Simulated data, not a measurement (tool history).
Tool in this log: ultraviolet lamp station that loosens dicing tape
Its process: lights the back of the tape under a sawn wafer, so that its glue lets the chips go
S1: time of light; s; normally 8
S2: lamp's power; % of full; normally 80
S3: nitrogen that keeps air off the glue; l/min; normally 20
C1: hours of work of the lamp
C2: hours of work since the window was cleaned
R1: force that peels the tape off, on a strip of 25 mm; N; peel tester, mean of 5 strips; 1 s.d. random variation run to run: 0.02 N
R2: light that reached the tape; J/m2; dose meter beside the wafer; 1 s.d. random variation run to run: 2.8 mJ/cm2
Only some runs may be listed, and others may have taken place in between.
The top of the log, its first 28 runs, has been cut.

run	hour	S1	S2	S3	C1	C2	R1	R2
29	269	7	71	20	146	221	2.13	2480
30	277.2	7	71	20	149	224	2.21	2490
31	286.7	5	61	7	153	228	5.464	1520
32	298	5	61	7	158	233	5.482	1520
33	304.6	8	71	7	160	236	3.256	2820
34	310.7	8	71	7	163	238	3.283	2800
35	319.4	8	83	12	166	242	1.947	3260
36	328	8	78	31	170	245	1.156	3060
37	336.3	10	61	6	173	249	3.27	2990
38	349.1	10	61	6	179	254	3.222	2960
39	357.5	7	62	13	182	258	3.432	2080
40	369.8	7	62	13	187	263	3.401	2140
# hour 373.5: window cleaned of glue's vapour
41	376.8	6	98	15	190	1	1.627	3300
42	388.1	5	69	7	195	6	4.745	1970
43	395.4	9	69	11	198	9	1.851	3460

Below are 4 alternative next runs, each starting from the tool's condition after run 43. Predict each:
A	403.9	9	70	11	201	13	?	?
B	403.9	5	61	13	201	13	?	?
C	403.9	8	84	20	201	13	?	?
D	403.9	5	66	22	201	13	?	?

run	R1	R2
A	1.859	3500
B	4.374	1670
C	1.027	3740
D	3.148	1850
Had the tool no hidden state, the same runs would have come out as:
run	R1	R2
A	1.626	3780
B	4.065	1800
C	0.87	4040
D	2.862	2000
